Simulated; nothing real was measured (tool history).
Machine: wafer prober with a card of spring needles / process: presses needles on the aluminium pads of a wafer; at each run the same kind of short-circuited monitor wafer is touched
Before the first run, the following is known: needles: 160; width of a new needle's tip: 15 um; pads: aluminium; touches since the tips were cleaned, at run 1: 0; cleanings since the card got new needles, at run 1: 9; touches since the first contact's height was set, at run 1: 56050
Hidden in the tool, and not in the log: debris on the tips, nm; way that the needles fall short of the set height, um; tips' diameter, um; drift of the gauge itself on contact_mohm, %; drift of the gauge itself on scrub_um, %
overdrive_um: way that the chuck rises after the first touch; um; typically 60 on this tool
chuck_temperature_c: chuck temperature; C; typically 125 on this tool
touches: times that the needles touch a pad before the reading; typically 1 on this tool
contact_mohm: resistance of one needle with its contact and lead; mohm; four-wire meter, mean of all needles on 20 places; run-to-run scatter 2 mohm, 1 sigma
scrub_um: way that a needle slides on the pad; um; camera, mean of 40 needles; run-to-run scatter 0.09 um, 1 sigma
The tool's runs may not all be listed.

run	day	overdrive_um	chuck_temperature_c	touches	touches since the tips were cleaned	cleanings since the card got new needles	touches since the first contact's height was set	contact_mohm	scrub_um
1	0.000	60	125	1	0	9	56050	218	10.22
2	0.317	60	125	1	1921	9	57971	218	10.17
3	0.579	60	125	1	3513	9	59563	218	10.07
4	0.892	60	125	1	5401	9	61451	218	10.12
# day 0.950: tips cleaned on abrasive film
5	1.142	60	125	1	1168	10	62947	216	10.13
6	1.488	60	125	1	3271	10	65050	218	9.99
7	1.692	60	125	1	4483	10	66262	215	10.12
# day 1.888: tips cleaned on abrasive film
8	2.071	60	125	1	1113	11	68541	215	10.05
9	2.383	53	125	1	3001	11	70429	217	8.86
10	2.771	53	125	1	5350	11	72778	222	8.98
# day 2.821: tips cleaned on abrasive film
11	3.029	53	125	1	1274	12	74331	222	8.88
12	3.271	67	125	1	2725	12	75782	213	11.19
13	3.462	60	125	1	3896	12	76953	218	10.09
# day 3.771: tips cleaned on abrasive film
14	3.804	60	125	1	204	13	78992	215	10.08
15	4.083	60	125	1	1907	13	80695	214	10.14
16	4.321	60	125	1	3334	13	82122	221	10.03
17	4.696	60	125	1	5601	13	84389	215	9.96
# day 4.733: tips cleaned on abrasive film
18	5.038	60	29	1	1853	14	86456	195	9.93
19	5.279	44	62	1	3302	14	87905	213	7.29
20	5.533	69	125	1	4834	14	89437	217	11.62
# day 5.683: tips cleaned on abrasive film
21	5.925	43	26	1	1465	15	91804	198	7.24
22	6.179	69	109	1	3002	15	93341	213	11.55
23	6.400	60	84	3	4332	15	94671	208	10.01
# day 6.642: tips cleaned on abrasive film
24	6.767	45	59	1	744	16	96863	205	7.56
25	7.138	45	59	1	2992	16	99111	209	7.54
26	7.312	45	59	1	4060	16	100179	212	7.54
# day 7.592: tips cleaned on abrasive film
27	7.683	41	59	1	565	17	102411	212	6.91
28	8.025	41	76	1	2628	17	104474	215	6.94
29	8.362	41	76	1	4666	17	106512	219	6.92
# day 8.542: tips cleaned on abrasive film
30	8.612	68	27	2	405	18	107992	198	11.37
31	8.875	60	125	2	2000	18	109587	215	10.17
32	9.146	60	125	2	3650	18	111237	215	9.98
33	9.462	76	125	2	5567	18	113154	211	13.00
# day 9.500: tips cleaned on abrasive film
34	9.700	77	64	1	1210	19	114567	198	12.92
35	10.021	58	125	1	3159	19	116516	223	9.78

What if the next run were any one of these 4? Each begins from the tool's condition after run 35:
A	10.200	58	56	1	4235	19	117592	?	?
B	10.200	48	125	1	4235	19	117592	?	?
C	10.200	61	125	1	4235	19	117592	?	?
D	10.200	55	28	1	4235	19	117592	?	?

run	contact_mohm	scrub_um
A	204	9.70
B	223	7.86
C	218	10.47
D	195	9.37
Take away the tool's hidden state, keep each run's random variation, and the runs would have read:
run	contact_mohm	scrub_um
A	203	9.70
B	222	7.86
C	218	10.47
D	195	9.37
